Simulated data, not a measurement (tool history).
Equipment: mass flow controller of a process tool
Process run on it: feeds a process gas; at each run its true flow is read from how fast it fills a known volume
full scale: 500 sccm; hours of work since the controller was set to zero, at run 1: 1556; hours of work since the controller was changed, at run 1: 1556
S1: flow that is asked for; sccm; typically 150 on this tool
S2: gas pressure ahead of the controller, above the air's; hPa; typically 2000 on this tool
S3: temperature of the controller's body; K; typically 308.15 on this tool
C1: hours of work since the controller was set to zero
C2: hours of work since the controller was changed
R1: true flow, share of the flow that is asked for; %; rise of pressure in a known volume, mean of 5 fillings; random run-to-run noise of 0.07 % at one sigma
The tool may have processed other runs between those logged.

run 1 hour=0 | S1=150 S2=2000 S3=308.15 | C1=1556 C2=1556 | R1=97.27
run 2 hour=103.8 | S1=150 S2=1780 S3=308.15 | C1=1599 C2=1599 | R1=97.32
run 3 hour=225 | S1=150 S2=1780 S3=308.15 | C1=1649 C2=1649 | R1=97.14
run 4 hour=323.9 | S1=150 S2=1780 S3=308.15 | C1=1689 C2=1689 | R1=97.24
run 5 hour=507.3 | S1=150 S2=1780 S3=308.15 | C1=1765 C2=1765 | R1=97.05
run 6 hour=615.8 | S1=122 S2=2000 S3=308.15 | C1=1809 C2=1809 | R1=96.45
run 7 hour=822.5 | S1=122 S2=2000 S3=308.15 | C1=1894 C2=1894 | R1=96.46
run 8 hour=934.8 | S1=122 S2=2000 S3=308.15 | C1=1940 C2=1940 | R1=96.38
run 9 hour=1102.9 | S1=122 S2=2000 S3=308.15 | C1=2009 C2=2009 | R1=96.27
run 10 hour=1207.6 | S1=150 S2=2000 S3=308.15 | C1=2052 C2=2052 | R1=96.65
run 11 hour=1397 | S1=150 S2=2000 S3=308.15 | C1=2130 C2=2130 | R1=96.45
run 12 hour=1541.1 | S1=150 S2=2000 S3=308.15 | C1=2189 C2=2189 | R1=96.51
run 13 hour=1686.1 | S1=150 S2=2000 S3=308.15 | C1=2249 C2=2249 | R1=96.44
run 14 hour=1869 | S1=75 S2=2000 S3=308.15 | C1=2324 C2=2324 | R1=94.05
run 15 hour=2050.1 | S1=138 S2=2000 S3=306.15 | C1=2398 C2=2398 | R1=96.09
run 16 hour=2136.5 | S1=327 S2=2000 S3=304.15 | C1=2434 C2=2434 | R1=97.84

Estimate the outcome of run 17 from the log above:
run 17 hour=2257.2 | S1=150 S2=1540 S3=297.15 | C1=2483 C2=2483 | R1=?

Run 17 gave R1 96.75 %.
The same run, on a tool lacking any hidden state, would have yielded R1 99.75 %.

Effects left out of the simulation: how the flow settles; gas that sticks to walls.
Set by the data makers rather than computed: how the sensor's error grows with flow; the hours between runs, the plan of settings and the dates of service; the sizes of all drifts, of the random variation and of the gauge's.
